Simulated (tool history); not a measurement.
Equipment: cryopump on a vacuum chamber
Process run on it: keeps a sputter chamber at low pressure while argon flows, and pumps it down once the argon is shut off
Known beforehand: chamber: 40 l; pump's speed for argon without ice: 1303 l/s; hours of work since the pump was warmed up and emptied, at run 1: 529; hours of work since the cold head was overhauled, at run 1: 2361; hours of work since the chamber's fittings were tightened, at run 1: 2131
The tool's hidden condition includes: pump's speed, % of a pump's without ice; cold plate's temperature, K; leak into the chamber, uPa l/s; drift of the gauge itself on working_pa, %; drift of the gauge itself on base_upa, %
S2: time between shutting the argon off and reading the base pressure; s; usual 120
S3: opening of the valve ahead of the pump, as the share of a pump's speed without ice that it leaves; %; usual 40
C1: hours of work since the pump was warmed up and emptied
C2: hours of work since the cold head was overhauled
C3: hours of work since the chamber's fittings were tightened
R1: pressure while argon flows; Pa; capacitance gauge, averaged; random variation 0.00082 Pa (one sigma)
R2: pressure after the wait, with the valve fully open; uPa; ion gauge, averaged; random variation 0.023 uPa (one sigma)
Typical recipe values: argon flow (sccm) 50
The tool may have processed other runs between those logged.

{"run": 1, "day": 0.0, "argon flow (sccm)": 50, "S2": 120, "S3": 40, "C1": 529, "C2": 2361, "C3": 2131, "R1": 0.1825, "R2": 2.93}
{"run": 2, "day": 2.621, "argon flow (sccm)": 50, "S2": 120, "S3": 40, "C1": 580, "C2": 2412, "C3": 2182, "R1": 0.1831, "R2": 3.0}
{"run": 3, "day": 4.712, "argon flow (sccm)": 50, "S2": 120, "S3": 40, "C1": 621, "C2": 2453, "C3": 2223, "R1": 0.1872, "R2": 3.18}
{"run": 4, "day": 6.888, "argon flow (sccm)": 50, "S2": 120, "S3": 40, "C1": 664, "C2": 2495, "C3": 2265, "R1": 0.1897, "R2": 3.16}
{"run": 5, "day": 11.425, "argon flow (sccm)": 50, "S2": 120, "S3": 40, "C1": 752, "C2": 2583, "C3": 2354, "R1": 0.1924, "R2": 3.5}
{"day": 15.346, "done": "pump warmed up, emptied and cooled again"}
{"run": 6, "day": 15.438, "argon flow (sccm)": 50, "S2": 120, "S3": 40, "C1": 2, "C2": 2658, "C3": 2428, "R1": 0.1639, "R2": 2.64}
{"run": 7, "day": 19.204, "argon flow (sccm)": 50, "S2": 120, "S3": 40, "C1": 75, "C2": 2731, "C3": 2502, "R1": 0.1661, "R2": 2.68}
{"run": 8, "day": 22.879, "argon flow (sccm)": 50, "S2": 120, "S3": 40, "C1": 147, "C2": 2803, "C3": 2573, "R1": 0.1693, "R2": 2.96}
{"run": 9, "day": 25.871, "argon flow (sccm)": 50, "S2": 120, "S3": 40, "C1": 205, "C2": 2861, "C3": 2632, "R1": 0.1707, "R2": 2.96}
{"run": 10, "day": 28.654, "argon flow (sccm)": 50, "S2": 120, "S3": 40, "C1": 260, "C2": 2916, "C3": 2686, "R1": 0.1715, "R2": 3.04}
{"run": 11, "day": 33.108, "argon flow (sccm)": 50, "S2": 27, "S3": 40, "C1": 347, "C2": 3003, "C3": 2773, "R1": 0.1754, "R2": 4.86}
{"run": 12, "day": 35.404, "argon flow (sccm)": 50, "S2": 49, "S3": 40, "C1": 391, "C2": 3047, "C3": 2818, "R1": 0.1767, "R2": 4.07}
{"run": 13, "day": 39.458, "argon flow (sccm)": 50, "S2": 120, "S3": 40, "C1": 471, "C2": 3126, "C3": 2897, "R1": 0.1789, "R2": 3.49}
{"day": 40.512, "done": "leaking fittings of the chamber tightened, without venting"}
{"run": 14, "day": 41.833, "argon flow (sccm)": 50, "S2": 120, "S3": 40, "C1": 515, "C2": 3171, "C3": 26, "R1": 0.1822, "R2": 0.87}
{"run": 15, "day": 44.95, "argon flow (sccm)": 50, "S2": 120, "S3": 40, "C1": 576, "C2": 3232, "C3": 87, "R1": 0.1839, "R2": 0.93}
{"run": 16, "day": 49.3, "argon flow (sccm)": 50, "S2": 120, "S3": 40, "C1": 661, "C2": 3317, "C3": 171, "R1": 0.1873, "R2": 1.07}
{"run": 17, "day": 51.483, "argon flow (sccm)": 50, "S2": 120, "S3": 25, "C1": 704, "C2": 3360, "C3": 214, "R1": 0.2858, "R2": 1.12}
{"run": 18, "day": 53.542, "argon flow (sccm)": 86, "S2": 71, "S3": 36, "C1": 744, "C2": 3400, "C3": 254, "R1": 0.359, "R2": 1.51}
{"run": 19, "day": 56.442, "argon flow (sccm)": 86, "S2": 71, "S3": 36, "C1": 800, "C2": 3456, "C3": 311, "R1": 0.369, "R2": 1.58}
{"day": 57.767, "done": "pump warmed up, emptied and cooled again"}
{"run": 20, "day": 58.562, "argon flow (sccm)": 50, "S2": 120, "S3": 53, "C1": 16, "C2": 3494, "C3": 348, "R1": 0.1237, "R2": 1.09}
{"run": 21, "day": 63.242, "argon flow (sccm)": 35, "S2": 103, "S3": 34, "C1": 107, "C2": 3585, "C3": 439, "R1": 0.1378, "R2": 1.23}
{"run": 22, "day": 65.271, "argon flow (sccm)": 52, "S2": 48, "S3": 44, "C1": 146, "C2": 3624, "C3": 479, "R1": 0.1609, "R2": 1.88}
{"run": 23, "day": 68.696, "argon flow (sccm)": 47, "S2": 66, "S3": 18, "C1": 213, "C2": 3691, "C3": 546, "R1": 0.3458, "R2": 1.69}
{"run": 24, "day": 72.05, "argon flow (sccm)": 47, "S2": 66, "S3": 18, "C1": 279, "C2": 3757, "C3": 611, "R1": 0.3477, "R2": 1.74}
{"run": 25, "day": 75.904, "argon flow (sccm)": 43, "S2": 112, "S3": 37, "C1": 354, "C2": 3832, "C3": 687, "R1": 0.1617, "R2": 1.41}
{"run": 26, "day": 80.304, "argon flow (sccm)": 80, "S2": 36, "S3": 19, "C1": 440, "C2": 3918, "C3": 772, "R1": 0.5689, "R2": 2.63}
{"run": 27, "day": 84.692, "argon flow (sccm)": 80, "S2": 36, "S3": 19, "C1": 525, "C2": 4004, "C3": 858, "R1": 0.5752, "R2": 2.74}
{"run": 28, "day": 89.246, "argon flow (sccm)": 80, "S2": 36, "S3": 19, "C1": 614, "C2": 4092, "C3": 947, "R1": 0.5843, "R2": 2.95}
{"run": 29, "day": 93.296, "argon flow (sccm)": 43, "S2": 39, "S3": 40, "C1": 693, "C2": 4171, "C3": 1026, "R1": 0.1627, "R2": 2.93}
{"run": 30, "day": 96.288, "argon flow (sccm)": 88, "S2": 106, "S3": 17, "C1": 752, "C2": 4230, "C3": 1084, "R1": 0.718, "R2": 2.13}
{"run": 31, "day": 99.575, "argon flow (sccm)": 88, "S2": 106, "S3": 17, "C1": 816, "C2": 4294, "C3": 1148, "R1": 0.7312, "R2": 2.26}
{"day": 99.992, "done": "pump warmed up, emptied and cooled again"}
{"run": 32, "day": 102.112, "argon flow (sccm)": 71, "S2": 109, "S3": 17, "C1": 41, "C2": 4339, "C3": 1194, "R1": 0.5509, "R2": 1.74}
{"run": 33, "day": 105.175, "argon flow (sccm)": 54, "S2": 120, "S3": 28, "C1": 101, "C2": 4399, "C3": 1254, "R1": 0.2579, "R2": 1.88}

The same runs without the tool's hidden state, with the same run-to-run variation:
run=1 R1=0.1619 R2=0.69
run=2 R1=0.1606 R2=0.70
run=3 R1=0.1626 R2=0.73
run=4 R1=0.1630 R2=0.66
run=5 R1=0.1616 R2=0.69
run=6 R1=0.1620 R2=0.71
run=7 R1=0.1622 R2=0.68
run=8 R1=0.1631 R2=0.73
run=9 R1=0.1629 R2=0.70
run=10 R1=0.1619 R2=0.66
run=11 R1=0.1627 R2=2.28
run=12 R1=0.1623 R2=1.38
run=13 R1=0.1616 R2=0.69
run=14 R1=0.1629 R2=0.69
run=15 R1=0.1619 R2=0.68
run=16 R1=0.1618 R2=0.71
run=17 R1=0.2584 R2=0.70
run=18 R1=0.3081 R2=1.03
run=19 R1=0.3124 R2=1.02
run=20 R1=0.1210 R2=0.73
run=21 R1=0.1341 R2=0.78
run=22 R1=0.1541 R2=1.38
run=23 R1=0.3376 R2=1.10
run=24 R1=0.3375 R2=1.08
run=25 R1=0.1502 R2=0.68
run=26 R1=0.5425 R2=1.75
run=27 R1=0.5434 R2=1.75
run=28 R1=0.5465 R2=1.81
run=29 R1=0.1391 R2=1.64
run=30 R1=0.6652 R2=0.73
run=31 R1=0.6714 R2=0.71
run=32 R1=0.5443 R2=0.71
run=33 R1=0.2509 R2=0.71
